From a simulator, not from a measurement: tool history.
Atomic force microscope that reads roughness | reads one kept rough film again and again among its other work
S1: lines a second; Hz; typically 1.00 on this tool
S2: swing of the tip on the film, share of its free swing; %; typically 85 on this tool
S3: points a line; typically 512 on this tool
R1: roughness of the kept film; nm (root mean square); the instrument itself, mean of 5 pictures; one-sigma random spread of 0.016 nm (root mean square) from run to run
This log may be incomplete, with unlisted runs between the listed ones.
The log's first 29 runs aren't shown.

{"run": 30, "hour": 310.6, "S1": 0.98, "S2": 57, "S3": 271, "R1": 4.063}
{"run": 31, "hour": 318.2, "S1": 0.98, "S2": 57, "S3": 271, "R1": 4.114}
{"run": 32, "hour": 332.4, "S1": 0.72, "S2": 57, "S3": 820, "R1": 4.168}
{"run": 33, "hour": 344.3, "S1": 0.72, "S2": 57, "S3": 820, "R1": 4.171}
{"run": 34, "hour": 354.3, "S1": 0.72, "S2": 82, "S3": 928, "R1": 3.973}
{"run": 35, "hour": 365.7, "S1": 3.07, "S2": 68, "S3": 340, "R1": 3.699}
{"run": 36, "hour": 374.8, "S1": 3.07, "S2": 68, "S3": 340, "R1": 3.69}
{"run": 37, "hour": 381.5, "S1": 1.0, "S2": 74, "S3": 512, "R1": 3.993}
{"run": 38, "hour": 388.1, "S1": 1.04, "S2": 61, "S3": 734, "R1": 4.13}
{"run": 39, "hour": 400.6, "S1": 1.04, "S2": 61, "S3": 734, "R1": 4.126}
{"run": 40, "hour": 414.7, "S1": 3.52, "S2": 85, "S3": 512, "R1": 3.08}
{"run": 41, "hour": 424.4, "S1": 1.88, "S2": 68, "S3": 525, "R1": 3.904}
{"run": 42, "hour": 435.8, "S1": 1.88, "S2": 68, "S3": 525, "R1": 3.895}
{"run": 43, "hour": 444.0, "S1": 2.57, "S2": 72, "S3": 389, "R1": 3.695}
{"run": 44, "hour": 451.2, "S1": 1.0, "S2": 77, "S3": 391, "R1": 3.944}
{"run": 45, "hour": 459.9, "S1": 1.22, "S2": 72, "S3": 365, "R1": 3.96}
{"run": 46, "hour": 469.5, "S1": 1.22, "S2": 72, "S3": 365, "R1": 3.959}

3 options for the next run, each taken on its own from the tool as it stands now. Forecast them:
{"run": "A", "hour": 478.8, "S1": 0.93, "S2": 72, "S3": 964, "R1": "?"}
{"run": "B", "hour": 478.8, "S1": 1.22, "S2": 72, "S3": 391, "R1": "?"}
{"run": "C", "hour": 478.8, "S1": 1.0, "S2": 85, "S3": 332, "R1": "?"}

run=A R1=4.055
run=B R1=3.932
run=C R1=3.796
With no hidden state in the tool, these same runs would have given:
run=A R1=4.060
run=B R1=3.937
run=C R1=3.801

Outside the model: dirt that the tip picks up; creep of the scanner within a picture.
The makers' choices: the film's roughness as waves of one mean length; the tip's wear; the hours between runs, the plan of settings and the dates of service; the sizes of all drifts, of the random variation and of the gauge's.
